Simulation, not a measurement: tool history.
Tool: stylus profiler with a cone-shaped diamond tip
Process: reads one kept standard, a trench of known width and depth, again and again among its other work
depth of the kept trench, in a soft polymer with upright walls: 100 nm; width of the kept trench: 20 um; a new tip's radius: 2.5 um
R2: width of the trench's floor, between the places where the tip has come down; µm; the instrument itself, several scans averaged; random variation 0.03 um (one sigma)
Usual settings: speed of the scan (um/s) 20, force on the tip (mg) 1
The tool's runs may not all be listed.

{"run": 1, "day": 0.0, "speed of the scan (um/s)": 20, "force on the tip (mg)": 1, "depth of the trench (Å)": 1001.1, "R2": 17.81}
{"run": 2, "day": 2.417, "speed of the scan (um/s)": 20, "force on the tip (mg)": 1, "depth of the trench (Å)": 1001.3, "R2": 17.79}
{"run": 3, "day": 4.683, "speed of the scan (um/s)": 47, "force on the tip (mg)": 1, "depth of the trench (Å)": 1001.2, "R2": 17.57}
{"run": 4, "day": 6.492, "speed of the scan (um/s)": 20, "force on the tip (mg)": 0.52, "depth of the trench (Å)": 998.7, "R2": 17.67}
{"day": 6.671, "done": "height scale calibrated on a step standard"}
{"run": 5, "day": 8.288, "speed of the scan (um/s)": 20, "force on the tip (mg)": 2.62, "depth of the trench (Å)": 1004.4, "R2": 17.73}
{"run": 6, "day": 9.325, "speed of the scan (um/s)": 20, "force on the tip (mg)": 2.62, "depth of the trench (Å)": 1003.8, "R2": 17.72}
{"run": 7, "day": 11.358, "speed of the scan (um/s)": 20, "force on the tip (mg)": 2.62, "depth of the trench (Å)": 1004.5, "R2": 17.75}
{"run": 8, "day": 12.829, "speed of the scan (um/s)": 9, "force on the tip (mg)": 2.18, "depth of the trench (Å)": 1003.1, "R2": 17.82}
{"run": 9, "day": 14.158, "speed of the scan (um/s)": 9, "force on the tip (mg)": 2.18, "depth of the trench (Å)": 1003.4, "R2": 17.75}
{"run": 10, "day": 16.033, "speed of the scan (um/s)": 11, "force on the tip (mg)": 0.54, "depth of the trench (Å)": 999.1, "R2": 17.7}
{"day": 17.396, "done": "height scale calibrated on a step standard, once more"}
{"run": 11, "day": 18.446, "speed of the scan (um/s)": 24, "force on the tip (mg)": 1.5, "depth of the trench (Å)": 1006.8, "R2": 17.65}
{"run": 12, "day": 20.662, "speed of the scan (um/s)": 12, "force on the tip (mg)": 0.61, "depth of the trench (Å)": 1002.8, "R2": 17.67}

5 ways to go on from here, each from the tool as it stands after run 12. What would each give?
{"run": "A", "day": 22.117, "speed of the scan (um/s)": 51, "force on the tip (mg)": 1.44, "depth of the trench (Å)": "?", "R2": "?"}
{"run": "B", "day": 22.117, "speed of the scan (um/s)": 5, "force on the tip (mg)": 2.22, "depth of the trench (Å)": "?", "R2": "?"}
{"run": "C", "day": 22.117, "speed of the scan (um/s)": 8, "force on the tip (mg)": 0.82, "depth of the trench (Å)": "?", "R2": "?"}
{"run": "D", "day": 22.117, "speed of the scan (um/s)": 8, "force on the tip (mg)": 0.61, "depth of the trench (Å)": "?", "R2": "?"}
{"run": "E", "day": 22.117, "speed of the scan (um/s)": 39, "force on the tip (mg)": 1.13, "depth of the trench (Å)": "?", "R2": "?"}

run=A depth_of_the_trench_(Å)=1006.5 R2=17.5
run=B depth_of_the_trench_(Å)=1008 R2=17.77
run=C depth_of_the_trench_(Å)=1003.6 R2=17.78
run=D depth_of_the_trench_(Å)=1002.9 R2=17.7
run=E depth_of_the_trench_(Å)=1005.4 R2=17.54
Without the tool's hidden state the same runs would have given:
run=A depth_of_the_trench_(Å)=1006.5 R2=18.32
run=B depth_of_the_trench_(Å)=1008.1 R2=18.59
run=C depth_of_the_trench_(Å)=1003.6 R2=18.6
run=D depth_of_the_trench_(Å)=1002.9 R2=18.52
run=E depth_of_the_trench_(Å)=1005.4 R2=18.36
